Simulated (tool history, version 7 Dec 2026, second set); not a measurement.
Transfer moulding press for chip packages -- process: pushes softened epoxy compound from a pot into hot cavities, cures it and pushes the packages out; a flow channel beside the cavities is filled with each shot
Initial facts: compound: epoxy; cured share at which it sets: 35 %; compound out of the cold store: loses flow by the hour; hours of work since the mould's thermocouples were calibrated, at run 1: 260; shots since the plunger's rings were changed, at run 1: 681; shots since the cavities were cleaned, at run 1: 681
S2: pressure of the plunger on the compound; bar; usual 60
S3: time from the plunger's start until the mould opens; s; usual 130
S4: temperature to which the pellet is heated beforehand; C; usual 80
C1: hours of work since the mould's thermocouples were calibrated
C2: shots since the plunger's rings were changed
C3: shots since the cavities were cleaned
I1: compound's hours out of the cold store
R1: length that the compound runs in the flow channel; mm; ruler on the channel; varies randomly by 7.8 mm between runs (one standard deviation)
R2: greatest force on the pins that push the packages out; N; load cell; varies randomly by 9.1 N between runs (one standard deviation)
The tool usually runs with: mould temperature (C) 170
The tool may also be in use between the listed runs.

Run 1, hour 0: usual settings; C1 260; C2 681; C3 681; I1 20.1. Result: R1 958 mm, R2 414 N.
Run 2, hour 22.8: usual settings; C1 275; C2 901; C3 901; I1 14.8. Result: R1 968 mm, R2 434 N.
At hour 31.4: cavities cleaned with cleaning compound and waxed.
Run 3, hour 44.9: usual settings; C1 288; C2 1100; C3 130; I1 46. Result: R1 855 mm, R2 399 N.
Run 4, hour 72.1: usual settings; C1 306; C2 1363; C3 393; I1 33.3. Result: R1 896 mm, R2 416 N.
Run 5, hour 87.7: usual settings; C1 317; C2 1514; C3 544; I1 40.5. Result: R1 855 mm, R2 410 N.
Run 6, hour 109.4: usual settings; C1 331; C2 1724; C3 754; I1 38.9. Result: R1 893 mm, R2 426 N.
Run 7, hour 127.9: usual settings but mould temperature (C) 177; C1 343; C2 1903; C3 933; I1 31.4. Result: R1 868 mm, R2 308 N.
At hour 133.5: cavities cleaned with cleaning compound and waxed.
Run 8, hour 152.1: usual settings; C1 358; C2 2122; C3 180; I1 45.5. Result: R1 853 mm, R2 402 N.
Run 9, hour 175.1: usual settings; C1 373; C2 2344; C3 402; I1 21.2. Result: R1 941 mm, R2 435 N.
Run 10, hour 189.9: usual settings but mould temperature (C) 169; C1 383; C2 2488; C3 546; I1 24.3. Result: R1 932 mm, R2 436 N.
At hour 211.5: mould's thermocouples calibrated.
Run 11, hour 216.8: usual settings but mould temperature (C) 169; C1 3; C2 2729; C3 787; I1 32.3. Result: R1 913 mm, R2 427 N.
At hour 236.9: cavities cleaned with cleaning compound and waxed.
Run 12, hour 236.9: usual settings; C1 16; C2 2909; C3 0; I1 24.7. Result: R1 919 mm, R2 416 N.
Run 13, hour 257.5: usual settings; C1 29; C2 3108; C3 199; I1 47.8. Result: R1 860 mm, R2 407 N.
Run 14, hour 280.4: usual settings but S4 77 C; C1 44; C2 3329; C3 420; I1 11.9. Result: R1 974 mm, R2 432 N.
Run 15, hour 296.7: usual settings but mould temperature (C) 171, S2 62.6 bar, S4 71 C; C1 55; C2 3487; C3 578; I1 22.8. Result: R1 969 mm, R2 396 N.
Run 16, hour 317.7: usual settings but mould temperature (C) 171, S2 62.6 bar, S4 71 C; C1 69; C2 3690; C3 781; I1 37.6. Result: R1 898 mm, R2 394 N.
Run 17, hour 332.4: usual settings but S4 81 C; C1 79; C2 3832; C3 923; I1 28.7. Result: R1 913 mm, R2 409 N.
At hour 339.7: cavities cleaned with cleaning compound and waxed.
Run 18, hour 357.3: usual settings but S2 50.3 bar, S3 159 s; C1 94; C2 4058; C3 170; I1 41. Result: R1 798 mm, R2 329 N.
Run 19, hour 380.2: usual settings but S2 50.3 bar, S3 159 s; C1 109; C2 4280; C3 392; I1 15. Result: R1 862 mm, R2 342 N.
Run 20, hour 401.8: usual settings but mould temperature (C) 174, S2 63.7 bar, S3 163 s, S4 71 C; C1 124; C2 4489; C3 601; I1 33.9. Result: R1 899 mm, R2 321 N.
Run 21, hour 416.7: usual settings but mould temperature (C) 174, S2 64.6 bar, S3 146 s, S4 87 C; C1 133; C2 4632; C3 744; I1 34.9. Result: R1 893 mm, R2 319 N.
Run 22, hour 435.7: usual settings but mould temperature (C) 174, S2 64.6 bar, S3 146 s, S4 87 C; C1 146; C2 4817; C3 929; I1 28.3. Result: R1 924 mm, R2 312 N.

Predict the results of run 23:
At hour 441.7: cavities cleaned with cleaning compound and waxed.
At hour 449.2: plunger's sealing rings changed.
Run 23, hour 454.9: usual settings but mould temperature (C) 168, S2 64.6 bar, S3 146 s, S4 70 C; C1 156; C2 55; C3 104; I1 11.5. Result: R1 ?, R2 ?.

{"run 23": {"R1": 1028, "R2": 398}}
With the hidden condition absent and the run-to-run variation left alone, this run would have shown R1 1028 mm, R2 397 N.
